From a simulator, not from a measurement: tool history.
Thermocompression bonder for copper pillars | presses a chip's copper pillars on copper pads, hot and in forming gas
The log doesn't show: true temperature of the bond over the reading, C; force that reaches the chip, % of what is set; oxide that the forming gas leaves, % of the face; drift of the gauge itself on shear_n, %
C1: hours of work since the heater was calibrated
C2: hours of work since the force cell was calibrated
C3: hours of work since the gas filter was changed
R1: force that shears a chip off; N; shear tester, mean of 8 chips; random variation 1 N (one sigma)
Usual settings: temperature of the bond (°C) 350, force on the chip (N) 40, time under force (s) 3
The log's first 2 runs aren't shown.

{"run": 3, "hour": 29.8, "temperature of the bond (°C)": 350, "force on the chip (N)": 30, "time under force (s)": 3, "C1": 199, "C2": 221, "C3": 94, "R1": 75.8}
{"run": 4, "hour": 53.2, "temperature of the bond (°C)": 350, "force on the chip (N)": 30, "time under force (s)": 3, "C1": 217, "C2": 239, "C3": 112, "R1": 76.4}
{"run": 5, "hour": 66.5, "temperature of the bond (°C)": 350, "force on the chip (N)": 30, "time under force (s)": 3, "C1": 228, "C2": 249, "C3": 122, "R1": 76.2}
{"run": 6, "hour": 89.3, "temperature of the bond (°C)": 350, "force on the chip (N)": 30, "time under force (s)": 3, "C1": 245, "C2": 267, "C3": 140, "R1": 73.7}
{"run": 7, "hour": 103.2, "temperature of the bond (°C)": 350, "force on the chip (N)": 30, "time under force (s)": 3, "C1": 256, "C2": 278, "C3": 151, "R1": 72.4}
{"run": 8, "hour": 115.3, "temperature of the bond (°C)": 350, "force on the chip (N)": 30, "time under force (s)": 3, "C1": 266, "C2": 287, "C3": 160, "R1": 73.1}
{"run": 9, "hour": 137.4, "temperature of the bond (°C)": 350, "force on the chip (N)": 30, "time under force (s)": 3, "C1": 283, "C2": 304, "C3": 177, "R1": 71.3}
{"run": 10, "hour": 153.1, "temperature of the bond (°C)": 350, "force on the chip (N)": 40, "time under force (s)": 3, "C1": 295, "C2": 316, "C3": 189, "R1": 80.2}
{"run": 11, "hour": 171.0, "temperature of the bond (°C)": 328, "force on the chip (N)": 40, "time under force (s)": 3, "C1": 309, "C2": 330, "C3": 203, "R1": 64.3}
{"run": 12, "hour": 189.5, "temperature of the bond (°C)": 350, "force on the chip (N)": 40, "time under force (s)": 3, "C1": 323, "C2": 345, "C3": 218, "R1": 79.9}
{"run": 13, "hour": 209.8, "temperature of the bond (°C)": 350, "force on the chip (N)": 53, "time under force (s)": 3, "C1": 339, "C2": 360, "C3": 233, "R1": 89.7}
{"run": 14, "hour": 228.1, "temperature of the bond (°C)": 350, "force on the chip (N)": 26, "time under force (s)": 3, "C1": 353, "C2": 374, "C3": 248, "R1": 64.0}
{"run": 15, "hour": 247.6, "temperature of the bond (°C)": 361, "force on the chip (N)": 40, "time under force (s)": 3, "C1": 368, "C2": 390, "C3": 263, "R1": 85.9}
{"run": 16, "hour": 262.5, "temperature of the bond (°C)": 350, "force on the chip (N)": 40, "time under force (s)": 3, "C1": 380, "C2": 401, "C3": 274, "R1": 77.9}
{"run": 17, "hour": 273.3, "temperature of the bond (°C)": 350, "force on the chip (N)": 40, "time under force (s)": 4, "C1": 388, "C2": 410, "C3": 283, "R1": 82.9}
{"run": 18, "hour": 296.5, "temperature of the bond (°C)": 350, "force on the chip (N)": 40, "time under force (s)": 3, "C1": 406, "C2": 428, "C3": 301, "R1": 75.8}
{"hour": 307.3, "done": "forming gas filter changed"}
{"run": 19, "hour": 320.3, "temperature of the bond (°C)": 350, "force on the chip (N)": 40, "time under force (s)": 3, "C1": 424, "C2": 446, "C3": 10, "R1": 83.8}
{"run": 20, "hour": 336.6, "temperature of the bond (°C)": 350, "force on the chip (N)": 45, "time under force (s)": 5, "C1": 437, "C2": 458, "C3": 23, "R1": 103.0}
{"run": 21, "hour": 355.5, "temperature of the bond (°C)": 350, "force on the chip (N)": 60, "time under force (s)": 5, "C1": 452, "C2": 473, "C3": 37, "R1": 106.4}

The next listed run, before its measurement:
{"run": 22, "hour": 377.4, "temperature of the bond (°C)": 337, "force on the chip (N)": 60, "time under force (s)": 3, "C1": 469, "C2": 490, "C3": 54, "R1": "?"}

{"run 22": {"R1": 87.1}}
Without the tool's hidden state the same run would have given R1 99.1 N.

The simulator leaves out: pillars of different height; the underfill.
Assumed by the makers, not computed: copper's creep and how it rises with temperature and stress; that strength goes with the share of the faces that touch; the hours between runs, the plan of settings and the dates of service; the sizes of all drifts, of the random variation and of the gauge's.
